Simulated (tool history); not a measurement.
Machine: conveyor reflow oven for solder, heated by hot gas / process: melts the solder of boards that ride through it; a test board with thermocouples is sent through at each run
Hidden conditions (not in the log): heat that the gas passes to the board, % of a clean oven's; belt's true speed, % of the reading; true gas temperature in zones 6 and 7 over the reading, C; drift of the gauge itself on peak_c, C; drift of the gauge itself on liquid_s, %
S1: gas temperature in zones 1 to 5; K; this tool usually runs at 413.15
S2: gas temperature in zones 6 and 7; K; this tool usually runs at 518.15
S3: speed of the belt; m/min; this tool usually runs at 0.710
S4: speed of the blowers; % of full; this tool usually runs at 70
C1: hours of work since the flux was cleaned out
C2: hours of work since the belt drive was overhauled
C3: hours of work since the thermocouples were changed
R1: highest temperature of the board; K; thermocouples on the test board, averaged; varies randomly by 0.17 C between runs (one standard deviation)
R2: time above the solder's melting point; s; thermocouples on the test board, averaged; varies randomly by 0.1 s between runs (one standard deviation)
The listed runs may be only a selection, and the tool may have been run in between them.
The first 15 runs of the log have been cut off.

run,hour,S1,S2,S3,S4,C1,C2,C3,R1,R2
16,192.8,413.15,518.15,0.792,74,15,351,314,493.75,41.3
17,209.6,403.15,513.15,0.626,57,28,364,327,492.35,49.0
18,226.4,409.15,520.15,0.652,89,40,376,339,504.05,55.6
19,240.7,401.15,518.15,0.710,70,51,387,351,494.15,43.6
20,250.5,420.15,519.15,0.650,74,59,395,358,502.95,58.1
21,260.6,420.15,519.15,0.650,74,67,403,366,502.75,58.3
22,273.3,420.15,521.15,0.829,64,77,413,376,492.85,40.3
23,282.6,414.15,516.15,0.815,64,84,420,383,488.05,36.8
24,296.5,409.15,509.15,0.710,60,95,431,394,485.85,39.8
25,304.2,409.15,509.15,0.710,60,101,437,400,485.75,40.0
26,316.9,403.15,507.15,0.744,61,110,446,409,480.95,32.6
27,329.0,403.15,519.15,0.655,61,120,456,419,496.25,49.1
28,342.4,403.15,519.15,0.655,61,130,466,429,495.75,49.1
29,352.4,404.15,519.15,0.655,61,138,474,437,496.15,49.2
30,363.5,404.15,527.15,0.655,61,146,482,445,502.95,53.3

Predict each of these 3 candidate next runs independently; none follows another, all start after run 30:
A,377.1,404.15,527.15,0.845,59,157,493,456,?,?
B,377.1,413.15,508.15,0.710,70,157,493,456,?,?
C,377.1,411.15,518.15,0.710,70,157,493,456,?,?

run,R1,R2
A,489.45,33.9
B,487.95,42.4
C,495.55,46.7
With no hidden state in the tool, these same runs would have given:
run,R1,R2
A,490.05,34.1
B,488.05,42.4
C,495.75,46.6
